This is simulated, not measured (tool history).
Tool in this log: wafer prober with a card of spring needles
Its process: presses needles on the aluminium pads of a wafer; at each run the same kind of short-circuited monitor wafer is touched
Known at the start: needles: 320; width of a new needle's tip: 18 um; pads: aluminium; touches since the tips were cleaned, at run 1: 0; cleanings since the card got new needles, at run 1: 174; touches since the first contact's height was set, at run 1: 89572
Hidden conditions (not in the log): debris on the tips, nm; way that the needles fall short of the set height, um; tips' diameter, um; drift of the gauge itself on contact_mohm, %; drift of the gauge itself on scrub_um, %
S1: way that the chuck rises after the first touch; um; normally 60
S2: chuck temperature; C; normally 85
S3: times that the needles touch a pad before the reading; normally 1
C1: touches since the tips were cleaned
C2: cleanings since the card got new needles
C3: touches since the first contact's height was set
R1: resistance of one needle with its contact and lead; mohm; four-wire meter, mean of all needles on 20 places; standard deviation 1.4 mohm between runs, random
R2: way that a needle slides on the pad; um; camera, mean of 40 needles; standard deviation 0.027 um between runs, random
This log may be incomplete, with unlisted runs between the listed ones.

run,hour,S1,S2,S3,C1,C2,C3,R1,R2
1,0.0,60,85,1,0,174,89572,236,13.80
# hour 16.3: tips cleaned on abrasive film
# hour 29.4: tips cleaned on abrasive film
# hour 45.7: tips cleaned on abrasive film
2,49.4,60,85,1,1525,177,109488,632,13.66
# hour 59.2: tips cleaned on abrasive film
# hour 75.5: tips cleaned on abrasive film
# hour 88.6: tips cleaned on abrasive film
# hour 101.7: tips cleaned on abrasive film
# hour 114.9: height of the first contact set anew
# hour 118.3: tips cleaned on abrasive film
3,123.1,60,85,1,1960,182,3274,774,14.09
# hour 132.9: tips cleaned on abrasive film
# hour 146.0: tips cleaned on abrasive film
# hour 152.6: tips cleaned on abrasive film, once more
# hour 165.6: tips cleaned on abrasive film
4,175.6,43,85,1,4026,186,24379,1805,10.02
# hour 178.9: tips cleaned on abrasive film
# hour 191.9: tips cleaned on abrasive film
# hour 205.0: tips cleaned on abrasive film
# hour 218.1: tips cleaned on abrasive film
# hour 231.1: tips cleaned on abrasive film
5,243.2,43,85,1,4884,191,51588,2142,9.94
# hour 246.5: tips cleaned on abrasive film
# hour 259.6: tips cleaned on abrasive film
# hour 272.6: tips cleaned on abrasive film
# hour 288.9: tips cleaned on abrasive film
# hour 302.0: tips cleaned on abrasive film
6,304.0,43,85,1,798,196,76032,681,9.81
# hour 317.0: tips cleaned on abrasive film
# hour 330.1: tips cleaned on abrasive film
# hour 346.4: tips cleaned on abrasive film
# hour 362.7: tips cleaned on abrasive film
7,363.8,43,85,1,442,200,100120,708,9.81
# hour 376.8: tips cleaned on abrasive film
# hour 389.9: tips cleaned on abrasive film
# hour 403.0: tips cleaned on abrasive film
8,405.0,46,85,1,821,203,116705,694,10.48
# hour 418.0: tips cleaned on abrasive film
# hour 431.1: tips cleaned on abrasive film
9,439.7,46,85,1,3503,205,130718,1689,10.41
# hour 446.3: tips cleaned on abrasive film
# hour 453.1: height of the first contact set anew
# hour 459.7: tips cleaned on abrasive film
# hour 472.7: tips cleaned on abrasive film
# hour 489.0: tips cleaned on abrasive film
# hour 505.3: tips cleaned on abrasive film
10,512.8,60,85,1,3014,210,24032,922,13.97
# hour 519.4: tips cleaned on abrasive film
# hour 532.4: tips cleaned on abrasive film
# hour 548.7: tips cleaned on abrasive film
# hour 561.8: tips cleaned on abrasive film
11,563.1,60,85,1,552,214,44289,381,13.95
# hour 576.2: tips cleaned on abrasive film
# hour 589.3: tips cleaned on abrasive film
# hour 602.3: tips cleaned on abrasive film
# hour 618.6: tips cleaned on abrasive film
12,629.6,60,83,1,4434,218,71057,1275,13.90
# hour 632.9: tips cleaned on abrasive film
# hour 649.2: tips cleaned on abrasive film
# hour 665.5: tips cleaned on abrasive film
# hour 681.8: tips cleaned on abrasive film
# hour 694.9: tips cleaned on abrasive film
13,703.1,60,50,1,3336,223,100666,1078,13.86
# hour 709.7: tips cleaned on abrasive film
# hour 722.7: tips cleaned on abrasive film
# hour 735.8: tips cleaned on abrasive film
# hour 752.1: tips cleaned on abrasive film
14,758.9,60,64,1,2765,227,123136,1010,13.74
# hour 765.5: tips cleaned on abrasive film
# hour 781.8: tips cleaned on abrasive film
# hour 788.6: height of the first contact set anew
# hour 795.2: tips cleaned on abrasive film
# hour 811.5: tips cleaned on abrasive film
# hour 824.5: tips cleaned on abrasive film
15,833.8,63,85,1,3780,232,18230,1006,14.75
# hour 840.4: tips cleaned on abrasive film
# hour 856.7: tips cleaned on abrasive film
# hour 869.8: tips cleaned on abrasive film
# hour 882.8: tips cleaned on abrasive film
# hour 899.1: tips cleaned on abrasive film
16,904.2,60,85,1,2063,237,46567,806,13.94
# hour 914.0: tips cleaned on abrasive film
# hour 927.1: tips cleaned on abrasive film
# hour 943.4: tips cleaned on abrasive film
# hour 959.7: tips cleaned on abrasive film
# hour 976.0: tips cleaned on abrasive film
17,981.5,60,85,3,2218,242,77685,392,13.90
# hour 991.3: tips cleaned on abrasive film
# hour 1004.4: tips cleaned on abrasive film
# hour 1020.7: tips cleaned on abrasive film
# hour 1033.7: tips cleaned on abrasive film
# hour 1046.8: tips cleaned on abrasive film
18,1055.3,60,39,3,3463,247,107422,517,13.82
# hour 1061.9: tips cleaned on abrasive film
# hour 1075.0: tips cleaned on abrasive film
# hour 1088.0: tips cleaned on abrasive film
# hour 1104.3: tips cleaned on abrasive film
19,1115.6,60,39,3,4551,251,131678,558,13.72
# hour 1118.9: tips cleaned on abrasive film
# hour 1125.7: height of the first contact set anew
# hour 1132.3: tips cleaned on abrasive film
# hour 1148.6: tips cleaned on abrasive film
# hour 1161.6: tips cleaned on abrasive film
# hour 1177.9: tips cleaned on abrasive film
20,1188.9,60,39,1,4437,256,25456,1280,14.03
# hour 1192.2: tips cleaned on abrasive film
# hour 1205.3: tips cleaned on abrasive film
# hour 1218.3: tips cleaned on abrasive film
# hour 1231.4: tips cleaned on abrasive film
21,1241.5,60,39,1,4099,260,46631,1275,13.87
# hour 1244.8: tips cleaned on abrasive film
# hour 1257.9: tips cleaned on abrasive film
# hour 1274.2: tips cleaned on abrasive film
22,1278.9,60,39,1,1895,263,61663,799,13.85
# hour 1288.7: tips cleaned on abrasive film
# hour 1305.0: tips cleaned on abrasive film
# hour 1318.1: tips cleaned on abrasive film
# hour 1331.9: tips cleaned on abrasive film
23,1331.9,43,113,2,0,267,83015,298,9.81
# hour 1348.2: tips cleaned on abrasive film
# hour 1361.3: tips cleaned on abrasive film
# hour 1377.6: tips cleaned on abrasive film
# hour 1390.7: tips cleaned on abrasive film
24,1395.6,47,53,2,1996,271,108654,840,10.75
# hour 1405.4: tips cleaned on abrasive film
# hour 1418.5: tips cleaned on abrasive film
# hour 1434.8: tips cleaned on abrasive film
# hour 1447.8: tips cleaned on abrasive film
# hour 1460.9: tips cleaned on abrasive film
# hour 1461.2: height of the first contact set anew
25,1466.8,47,53,2,2259,276,2259,859,11.00
# hour 1476.6: tips cleaned on abrasive film
# hour 1492.9: tips cleaned on abrasive film
# hour 1505.9: tips cleaned on abrasive film
# hour 1522.2: tips cleaned on abrasive film
26,1526.8,47,117,2,1848,280,26440,791,10.93

Predict each of these 3 candidate next runs independently; none follows another, all start after run 26:
# hour 1536.6: tips cleaned on abrasive film
# hour 1549.7: tips cleaned on abrasive film
# hour 1566.0: tips cleaned on abrasive film
# hour 1580.0: tips cleaned on abrasive film
A,1580.0,47,85,1,0,284,47848,?,?
# hour 1536.6: tips cleaned on abrasive film
# hour 1549.7: tips cleaned on abrasive film
# hour 1566.0: tips cleaned on abrasive film
# hour 1580.0: tips cleaned on abrasive film
B,1580.0,56,34,3,0,284,47848,?,?
# hour 1536.6: tips cleaned on abrasive film
# hour 1549.7: tips cleaned on abrasive film
# hour 1566.0: tips cleaned on abrasive film
# hour 1580.0: tips cleaned on abrasive film
C,1580.0,47,83,2,0,284,47848,?,?

run,R1,R2
A,428,10.87
B,210,12.96
C,316,10.96
With the hidden condition removed and each run's random variation left untouched, the same runs would have given:
run,R1,R2
A,141,10.99
B,123,13.09
C,138,11.08
